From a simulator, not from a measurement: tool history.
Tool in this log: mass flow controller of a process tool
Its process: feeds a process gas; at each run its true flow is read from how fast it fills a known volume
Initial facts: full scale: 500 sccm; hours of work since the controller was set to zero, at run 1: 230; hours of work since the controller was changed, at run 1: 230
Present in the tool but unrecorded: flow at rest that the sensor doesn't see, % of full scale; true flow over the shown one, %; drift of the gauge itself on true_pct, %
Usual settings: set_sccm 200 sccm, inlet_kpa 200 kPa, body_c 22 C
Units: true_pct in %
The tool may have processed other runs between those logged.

run	day	set_sccm	inlet_kpa	body_c	hours of work since the controller was set to zero	hours of work since the controller was changed	true_pct
1	0.000	200	200	22	230	230	99.44
2	17.958	200	200	22	439	439	99.51
3	38.108	200	200	22	674	674	99.45
4	58.708	200	200	22	914	914	99.42
5	67.808	200	140	22	1020	1020	99.71
6	88.892	200	140	22	1265	1265	99.67
7	110.283	200	140	22	1514	1514	99.72
8	127.804	200	140	29	1718	1718	99.48
9	145.396	200	140	29	1923	1923	99.39
10	166.092	200	140	29	2164	2164	99.54
11	182.654	200	200	22	2357	2357	99.34
12	200.225	200	183	22	2561	2561	99.51
13	221.475	200	200	22	2808	2808	99.45
14	243.379	200	200	22	3063	3063	99.58
15	264.908	200	200	22	3314	3314	99.37
16	279.696	200	200	22	3486	3486	99.44
17	289.342	200	200	22	3598	3598	99.48
18	302.125	200	200	22	3747	3747	99.47
19	311.121	200	200	32	3852	3852	99.17
20	325.538	200	200	32	4020	4020	99.16
# day 346.121: controller's zero set anew
21	347.396	93	200	28	15	4274	98.94
22	363.321	324	192	28	200	4459	99.47
23	377.388	69	200	35	364	4623	98.71
24	397.625	265	154	35	600	4859	99.40
25	414.688	265	154	36	798	5057	99.38
# day 419.333: controller exchanged for a calibrated one
26	432.471	140	200	28	153	153	99.10
27	446.725	63	165	22	319	319	99.23
28	455.800	63	165	22	425	425	99.41
29	471.029	53	200	24	602	602	98.95
30	492.608	53	200	24	853	853	99.06
31	509.129	82	162	29	1045	1045	99.11
32	529.896	51	248	23	1287	1287	98.72

What will run 33 give?
33	542.800	51	248	23	1437	1437	?

{"run 33": {"true_pct": 98.77}}
With the hidden condition absent and the run-to-run variation left alone, this run would have shown true_pct 98.76 %.
